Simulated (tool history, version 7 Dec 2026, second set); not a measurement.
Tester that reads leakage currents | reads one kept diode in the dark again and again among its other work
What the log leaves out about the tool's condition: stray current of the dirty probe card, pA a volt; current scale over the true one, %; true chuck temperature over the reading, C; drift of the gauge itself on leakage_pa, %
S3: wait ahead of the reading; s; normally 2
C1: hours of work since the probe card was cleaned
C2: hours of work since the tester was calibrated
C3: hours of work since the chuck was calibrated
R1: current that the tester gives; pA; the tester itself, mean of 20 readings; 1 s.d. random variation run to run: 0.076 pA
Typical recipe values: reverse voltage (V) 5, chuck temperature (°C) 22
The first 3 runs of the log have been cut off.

Run 4, hour 188.9: usual settings; C1 497; C2 2451; C3 1918. Result: R1 18.37 pA.
Run 5, hour 268.7: usual settings but reverse voltage (V) 9.27; C1 551; C2 2505; C3 1973. Result: R1 26.41 pA.
Run 6, hour 319.5: usual settings but reverse voltage (V) 9.27; C1 586; C2 2539; C3 2007. Result: R1 26.66 pA.
Run 7, hour 380.8: usual settings but S3 0.32 s; C1 627; C2 2581; C3 2049. Result: R1 23.63 pA.
Run 8, hour 471.2: usual settings but S3 0.32 s; C1 689; C2 2642; C3 2110. Result: R1 23.8 pA.
At hour 521.5: chuck's temperature calibrated.
Run 9, hour 550.6: usual settings; C1 741; C2 2695; C3 20. Result: R1 18.57 pA.
Run 10, hour 624.6: usual settings; C1 791; C2 2745; C3 70. Result: R1 18.64 pA.
Run 11, hour 721: usual settings; C1 857; C2 2810; C3 135. Result: R1 18.74 pA.
Run 12, hour 799.6: usual settings; C1 910; C2 2863; C3 189. Result: R1 18.75 pA.
Run 13, hour 864.3: usual settings; C1 954; C2 2907; C3 232. Result: R1 18.97 pA.
At hour 871.6: chuck's temperature calibrated, once more.
Run 14, hour 948.3: usual settings; C1 1010; C2 2963; C3 52. Result: R1 21.03 pA.
Run 15, hour 1005.9: usual settings but chuck temperature (°C) 23; C1 1049; C2 3002; C3 91. Result: R1 22.92 pA.
Run 16, hour 1102.5: usual settings but chuck temperature (°C) 23; C1 1114; C2 3067; C3 157. Result: R1 23.09 pA.
Run 17, hour 1175.3: usual settings but S3 2.36 s; C1 1163; C2 3117; C3 206. Result: R1 21.09 pA.
Run 18, hour 1267.9: usual settings but chuck temperature (°C) 53; C1 1226; C2 3180; C3 269. Result: R1 279.02 pA.
Run 19, hour 1320.2: usual settings; C1 1262; C2 3215; C3 304. Result: R1 21.51 pA.
Run 20, hour 1385.1: usual settings; C1 1306; C2 3259; C3 348. Result: R1 21.62 pA.
Run 21, hour 1447.3: usual settings but reverse voltage (V) 5.51, chuck temperature (°C) 27, S3 5.88 s; C1 1348; C2 3301; C3 390. Result: R1 33.57 pA.
Run 22, hour 1501.4: usual settings but chuck temperature (°C) 43, S3 2.79 s; C1 1385; C2 3338; C3 427. Result: R1 123.25 pA.
Run 23, hour 1559.5: usual settings but chuck temperature (°C) 43, S3 2.79 s; C1 1424; C2 3377; C3 466. Result: R1 122.35 pA.

For run 24, what comes out?
Run 24, hour 1605.8: usual settings but reverse voltage (V) 5.6, chuck temperature (°C) 43, S3 2.79 s; C1 1455; C2 3409; C3 498. Result: R1 ?.

Run 24 gave R1 129.94 pA.
Were there no unlogged condition in the tool, this run, its random variation unchanged, would have produced R1 131.67 pA.

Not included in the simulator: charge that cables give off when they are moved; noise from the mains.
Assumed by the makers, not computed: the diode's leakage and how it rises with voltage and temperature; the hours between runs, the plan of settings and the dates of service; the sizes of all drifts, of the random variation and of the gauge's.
